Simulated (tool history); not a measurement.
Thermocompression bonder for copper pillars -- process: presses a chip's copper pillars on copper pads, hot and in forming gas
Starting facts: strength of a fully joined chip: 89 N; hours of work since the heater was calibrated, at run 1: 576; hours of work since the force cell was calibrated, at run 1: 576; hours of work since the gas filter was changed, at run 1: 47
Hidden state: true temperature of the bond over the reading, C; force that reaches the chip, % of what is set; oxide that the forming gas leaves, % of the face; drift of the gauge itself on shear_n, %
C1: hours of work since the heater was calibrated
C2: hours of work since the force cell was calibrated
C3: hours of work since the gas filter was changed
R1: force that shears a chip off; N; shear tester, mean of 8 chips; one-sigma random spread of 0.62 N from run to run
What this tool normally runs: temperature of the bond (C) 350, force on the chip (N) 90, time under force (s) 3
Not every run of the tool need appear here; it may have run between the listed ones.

{"run": 1, "hour": 0.0, "temperature of the bond (C)": 350, "force on the chip (N)": 90, "time under force (s)": 3, "C1": 576, "C2": 576, "C3": 47, "R1": 53.8}
{"run": 2, "hour": 26.8, "temperature of the bond (C)": 350, "force on the chip (N)": 90, "time under force (s)": 3, "C1": 590, "C2": 590, "C3": 62, "R1": 54.1}
{"run": 3, "hour": 46.4, "temperature of the bond (C)": 350, "force on the chip (N)": 90, "time under force (s)": 3, "C1": 601, "C2": 601, "C3": 72, "R1": 53.4}
{"run": 4, "hour": 63.7, "temperature of the bond (C)": 350, "force on the chip (N)": 90, "time under force (s)": 3, "C1": 610, "C2": 610, "C3": 82, "R1": 53}
{"run": 5, "hour": 88.7, "temperature of the bond (C)": 350, "force on the chip (N)": 90, "time under force (s)": 2, "C1": 624, "C2": 624, "C3": 96, "R1": 45.9}
{"run": 6, "hour": 110.0, "temperature of the bond (C)": 350, "force on the chip (N)": 63, "time under force (s)": 3, "C1": 636, "C2": 636, "C3": 107, "R1": 37.5}
{"hour": 113.3, "done": "forming gas filter changed"}
{"run": 7, "hour": 142.3, "temperature of the bond (C)": 350, "force on the chip (N)": 90, "time under force (s)": 3, "C1": 653, "C2": 653, "C3": 16, "R1": 55.7}
{"run": 8, "hour": 157.0, "temperature of the bond (C)": 353, "force on the chip (N)": 90, "time under force (s)": 3, "C1": 661, "C2": 661, "C3": 24, "R1": 55.7}
{"run": 9, "hour": 191.2, "temperature of the bond (C)": 353, "force on the chip (N)": 90, "time under force (s)": 3, "C1": 680, "C2": 680, "C3": 43, "R1": 54.8}
{"run": 10, "hour": 207.8, "temperature of the bond (C)": 350, "force on the chip (N)": 90, "time under force (s)": 5, "C1": 689, "C2": 689, "C3": 52, "R1": 61.8}
{"run": 11, "hour": 236.3, "temperature of the bond (C)": 350, "force on the chip (N)": 90, "time under force (s)": 5, "C1": 704, "C2": 704, "C3": 67, "R1": 61.5}
{"run": 12, "hour": 262.0, "temperature of the bond (C)": 350, "force on the chip (N)": 90, "time under force (s)": 5, "C1": 718, "C2": 718, "C3": 81, "R1": 61.3}
{"run": 13, "hour": 290.1, "temperature of the bond (C)": 350, "force on the chip (N)": 90, "time under force (s)": 5, "C1": 734, "C2": 734, "C3": 97, "R1": 60.2}
{"hour": 312.9, "done": "forming gas filter changed"}
{"run": 14, "hour": 319.2, "temperature of the bond (C)": 350, "force on the chip (N)": 90, "time under force (s)": 5, "C1": 749, "C2": 749, "C3": 3, "R1": 64.7}
{"run": 15, "hour": 340.7, "temperature of the bond (C)": 350, "force on the chip (N)": 90, "time under force (s)": 6, "C1": 761, "C2": 761, "C3": 15, "R1": 66.8}
{"run": 16, "hour": 368.1, "temperature of the bond (C)": 350, "force on the chip (N)": 90, "time under force (s)": 6, "C1": 776, "C2": 776, "C3": 30, "R1": 66.7}
{"run": 17, "hour": 394.2, "temperature of the bond (C)": 350, "force on the chip (N)": 90, "time under force (s)": 2, "C1": 790, "C2": 790, "C3": 44, "R1": 49.5}
{"run": 18, "hour": 413.5, "temperature of the bond (C)": 350, "force on the chip (N)": 74, "time under force (s)": 2, "C1": 801, "C2": 801, "C3": 55, "R1": 41}
{"run": 19, "hour": 442.9, "temperature of the bond (C)": 350, "force on the chip (N)": 74, "time under force (s)": 2, "C1": 817, "C2": 817, "C3": 71, "R1": 39.6}
{"run": 20, "hour": 469.4, "temperature of the bond (C)": 350, "force on the chip (N)": 74, "time under force (s)": 2, "C1": 831, "C2": 831, "C3": 85, "R1": 39.7}
{"run": 21, "hour": 501.3, "temperature of the bond (C)": 350, "force on the chip (N)": 74, "time under force (s)": 2, "C1": 849, "C2": 849, "C3": 103, "R1": 40.6}
{"hour": 512.4, "done": "forming gas filter changed"}
{"run": 22, "hour": 535.9, "temperature of the bond (C)": 350, "force on the chip (N)": 90, "time under force (s)": 5, "C1": 867, "C2": 867, "C3": 13, "R1": 64.9}
{"run": 23, "hour": 553.8, "temperature of the bond (C)": 350, "force on the chip (N)": 90, "time under force (s)": 5, "C1": 877, "C2": 877, "C3": 23, "R1": 64.3}
{"run": 24, "hour": 574.3, "temperature of the bond (C)": 350, "force on the chip (N)": 90, "time under force (s)": 5, "C1": 888, "C2": 888, "C3": 34, "R1": 64.2}
{"hour": 578.1, "done": "heater calibrated with a thermocouple chip"}
{"run": 25, "hour": 599.9, "temperature of the bond (C)": 350, "force on the chip (N)": 90, "time under force (s)": 5, "C1": 12, "C2": 901, "C3": 47, "R1": 64.9}
{"hour": 630.1, "done": "heater calibrated with a thermocouple chip, once more"}
{"run": 26, "hour": 631.8, "temperature of the bond (C)": 350, "force on the chip (N)": 105, "time under force (s)": 2, "C1": 1, "C2": 918, "C3": 63, "R1": 52.5}
{"run": 27, "hour": 656.8, "temperature of the bond (C)": 350, "force on the chip (N)": 105, "time under force (s)": 2, "C1": 15, "C2": 931, "C3": 77, "R1": 53.1}
{"run": 28, "hour": 685.2, "temperature of the bond (C)": 379, "force on the chip (N)": 90, "time under force (s)": 3, "C1": 30, "C2": 947, "C3": 92, "R1": 60.3}
{"run": 29, "hour": 712.0, "temperature of the bond (C)": 344, "force on the chip (N)": 83, "time under force (s)": 6, "C1": 45, "C2": 961, "C3": 107, "R1": 57.1}
{"hour": 714.7, "done": "forming gas filter changed"}
{"run": 30, "hour": 733.7, "temperature of the bond (C)": 344, "force on the chip (N)": 121, "time under force (s)": 7, "C1": 56, "C2": 973, "C3": 10, "R1": 77.6}
{"run": 31, "hour": 759.1, "temperature of the bond (C)": 350, "force on the chip (N)": 54, "time under force (s)": 3, "C1": 70, "C2": 987, "C3": 24, "R1": 32.6}
{"run": 32, "hour": 777.1, "temperature of the bond (C)": 350, "force on the chip (N)": 54, "time under force (s)": 3, "C1": 80, "C2": 997, "C3": 34, "R1": 32.5}
{"run": 33, "hour": 808.3, "temperature of the bond (C)": 337, "force on the chip (N)": 90, "time under force (s)": 3, "C1": 97, "C2": 1014, "C3": 51, "R1": 49.9}
{"run": 34, "hour": 838.4, "temperature of the bond (C)": 354, "force on the chip (N)": 77, "time under force (s)": 7, "C1": 113, "C2": 1030, "C3": 68, "R1": 60.9}
{"run": 35, "hour": 868.2, "temperature of the bond (C)": 354, "force on the chip (N)": 77, "time under force (s)": 7, "C1": 130, "C2": 1046, "C3": 84, "R1": 61.9}
{"run": 36, "hour": 892.4, "temperature of the bond (C)": 359, "force on the chip (N)": 88, "time under force (s)": 3, "C1": 143, "C2": 1060, "C3": 97, "R1": 54.3}
{"run": 37, "hour": 908.9, "temperature of the bond (C)": 359, "force on the chip (N)": 88, "time under force (s)": 3, "C1": 152, "C2": 1069, "C3": 106, "R1": 54.3}
{"hour": 913.6, "done": "forming gas filter changed"}
{"run": 38, "hour": 936.5, "temperature of the bond (C)": 323, "force on the chip (N)": 73, "time under force (s)": 7, "C1": 167, "C2": 1083, "C3": 12, "R1": 51.1}
{"run": 39, "hour": 965.9, "temperature of the bond (C)": 333, "force on the chip (N)": 74, "time under force (s)": 3, "C1": 183, "C2": 1099, "C3": 29, "R1": 41.2}

Some steps in R1 between neighbouring runs. How much of each would the tool show without its hidden state too (settings, what came in, random variation), and how much is left for the hidden state, with any gauge scatter that isn't in both results?
Run 13 -> 14: forming gas filter changed. R1 +4.5 N: hidden state +3.3, all else +1.2.
Run 21 -> 22: force on the chip (N) 74 -> 90, time under force (s) 2 -> 5, forming gas filter changed. R1 +24.3 N: hidden state +2.3, all else +22.
Run 25 -> 26: force on the chip (N) 90 -> 105, time under force (s) 5 -> 2, heater calibrated with a thermocouple chip, once more. R1 -12.4 N: hidden state -3.4, all else -9.
Run 29 -> 30: force on the chip (N) 83 -> 121, time under force (s) 6 -> 7, forming gas filter changed. R1 +20.5 N: hidden state +2.3, all else +18.2.
Run 30 -> 31: temperature of the bond (C) 344 -> 350, force on the chip (N) 121 -> 54, time under force (s) 7 -> 3. R1 -45 N: hidden state +0.3, all else -45.3.
Run 37 -> 38: temperature of the bond (C) 359 -> 323, force on the chip (N) 88 -> 73, time under force (s) 3 -> 7, forming gas filter changed. R1 -3.2 N: hidden state +2.8, all else -6.

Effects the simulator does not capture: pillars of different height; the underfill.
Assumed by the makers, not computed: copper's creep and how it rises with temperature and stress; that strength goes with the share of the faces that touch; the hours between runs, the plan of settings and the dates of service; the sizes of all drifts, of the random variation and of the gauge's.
